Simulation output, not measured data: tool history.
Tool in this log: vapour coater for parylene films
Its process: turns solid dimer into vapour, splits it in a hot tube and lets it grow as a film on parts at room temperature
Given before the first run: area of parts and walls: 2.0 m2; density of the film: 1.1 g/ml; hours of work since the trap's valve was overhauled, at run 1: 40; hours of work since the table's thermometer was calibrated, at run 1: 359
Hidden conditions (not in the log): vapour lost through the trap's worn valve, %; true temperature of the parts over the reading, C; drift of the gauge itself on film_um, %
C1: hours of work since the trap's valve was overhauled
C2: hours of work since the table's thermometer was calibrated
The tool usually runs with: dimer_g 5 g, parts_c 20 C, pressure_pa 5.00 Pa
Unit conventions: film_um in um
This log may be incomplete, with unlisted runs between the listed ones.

Run 1, hour 0.0: usual settings; C1 40; C2 359. Result: film_um 1.39 um.
Run 2, hour 30.5: usual settings but parts_c 23 C; C1 63; C2 382. Result: film_um 1.29 um.
Run 3, hour 44.1: usual settings but pressure_pa 6.07 Pa; C1 73; C2 392. Result: film_um 1.30 um.
Run 4, hour 76.2: usual settings but dimer_g 4 g, pressure_pa 6.07 Pa; C1 97; C2 416. Result: film_um 1.03 um.
Run 5, hour 107.0: usual settings but dimer_g 4 g, pressure_pa 6.07 Pa; C1 120; C2 439. Result: film_um 1.06 um.
At hour 110.3: table's thermometer calibrated.
Run 6, hour 129.7: usual settings but dimer_g 4 g, pressure_pa 6.07 Pa; C1 136; C2 14. Result: film_um 1.03 um.
Run 7, hour 149.1: usual settings; C1 151; C2 29. Result: film_um 1.32 um.
Run 8, hour 181.8: usual settings but dimer_g 8 g, parts_c 21 C, pressure_pa 2.74 Pa; C1 175; C2 53. Result: film_um 2.35 um.
Run 9, hour 203.6: usual settings but dimer_g 8 g, parts_c 21 C, pressure_pa 2.74 Pa; C1 192; C2 70. Result: film_um 2.31 um.

Run 10 is up next; what results do you expect?
Run 10, hour 234.3: usual settings but dimer_g 2 g, parts_c 23 C; C1 215; C2 93. Result: film_um ?.

Logged for run 10: film_um 0.49 um.
Minus the tool's unlogged condition, the same run would have read film_um 0.52 um.
